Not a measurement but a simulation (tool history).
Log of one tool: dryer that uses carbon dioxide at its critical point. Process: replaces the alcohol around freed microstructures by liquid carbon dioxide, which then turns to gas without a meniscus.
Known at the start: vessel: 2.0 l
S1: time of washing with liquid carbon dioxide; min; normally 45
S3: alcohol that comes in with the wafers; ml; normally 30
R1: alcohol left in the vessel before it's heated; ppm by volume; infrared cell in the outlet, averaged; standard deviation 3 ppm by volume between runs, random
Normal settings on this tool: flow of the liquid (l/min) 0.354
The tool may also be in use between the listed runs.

{"run": 1, "day": 0.0, "S1": 45, "flow of the liquid (l/min)": 0.354, "S3": 30, "R1": 41}
{"run": 2, "day": 1.629, "S1": 45, "flow of the liquid (l/min)": 0.354, "S3": 30, "R1": 45}
{"run": 3, "day": 3.154, "S1": 45, "flow of the liquid (l/min)": 0.354, "S3": 30, "R1": 40}
{"run": 4, "day": 4.9, "S1": 45, "flow of the liquid (l/min)": 0.297, "S3": 30, "R1": 83}
{"run": 5, "day": 7.467, "S1": 45, "flow of the liquid (l/min)": 0.297, "S3": 30, "R1": 91}
{"run": 6, "day": 9.033, "S1": 45, "flow of the liquid (l/min)": 0.297, "S3": 30, "R1": 98}
{"run": 7, "day": 10.821, "S1": 45, "flow of the liquid (l/min)": 0.297, "S3": 30, "R1": 110}
{"run": 8, "day": 13.162, "S1": 45, "flow of the liquid (l/min)": 0.354, "S3": 30, "R1": 63}
{"run": 9, "day": 15.179, "S1": 45, "flow of the liquid (l/min)": 0.354, "S3": 30, "R1": 63}
{"run": 10, "day": 17.1, "S1": 45, "flow of the liquid (l/min)": 0.354, "S3": 42, "R1": 87}
{"run": 11, "day": 19.183, "S1": 44, "flow of the liquid (l/min)": 0.273, "S3": 41, "R1": 279}
{"day": 21.592, "done": "inlet filter changed"}
{"run": 12, "day": 21.958, "S1": 44, "flow of the liquid (l/min)": 0.273, "S3": 41, "R1": 143}
{"run": 13, "day": 23.717, "S1": 38, "flow of the liquid (l/min)": 0.273, "S3": 41, "R1": 274}
{"run": 14, "day": 26.629, "S1": 38, "flow of the liquid (l/min)": 0.273, "S3": 41, "R1": 303}
{"run": 15, "day": 29.033, "S1": 45, "flow of the liquid (l/min)": 0.55, "S3": 63, "R1": 44}
{"run": 16, "day": 30.571, "S1": 35, "flow of the liquid (l/min)": 0.218, "S3": 112, "R1": 2518}
{"run": 17, "day": 32.308, "S1": 45, "flow of the liquid (l/min)": 0.561, "S3": 114, "R1": 41}
{"day": 33.896, "done": "purifier's bed changed"}
{"run": 18, "day": 34.158, "S1": 45, "flow of the liquid (l/min)": 0.561, "S3": 114, "R1": 15}
{"run": 19, "day": 35.971, "S1": 30, "flow of the liquid (l/min)": 0.245, "S3": 91, "R1": 2653}

Branching from run 19: 5 alternative next runs. What would each branch give?
{"run": "A", "day": 39.017, "S1": 29, "flow of the liquid (l/min)": 0.245, "S3": 91, "R1": "?"}
{"run": "B", "day": 39.017, "S1": 33, "flow of the liquid (l/min)": 0.243, "S3": 35, "R1": "?"}
{"run": "C", "day": 39.017, "S1": 45, "flow of the liquid (l/min)": 0.251, "S3": 53, "R1": "?"}
{"run": "D", "day": 39.017, "S1": 30, "flow of the liquid (l/min)": 0.521, "S3": 35, "R1": "?"}
{"run": "E", "day": 39.017, "S1": 61, "flow of the liquid (l/min)": 0.543, "S3": 91, "R1": "?"}

run=A R1=3098
run=B R1=858
run=C R1=386
run=D R1=61
run=E R1=6
Stripped of hidden state, with their random variation kept, the same runs would have yielded:
run=A R1=1949
run=B R1=508
run=C R1=185
run=D R1=25
run=E R1=3
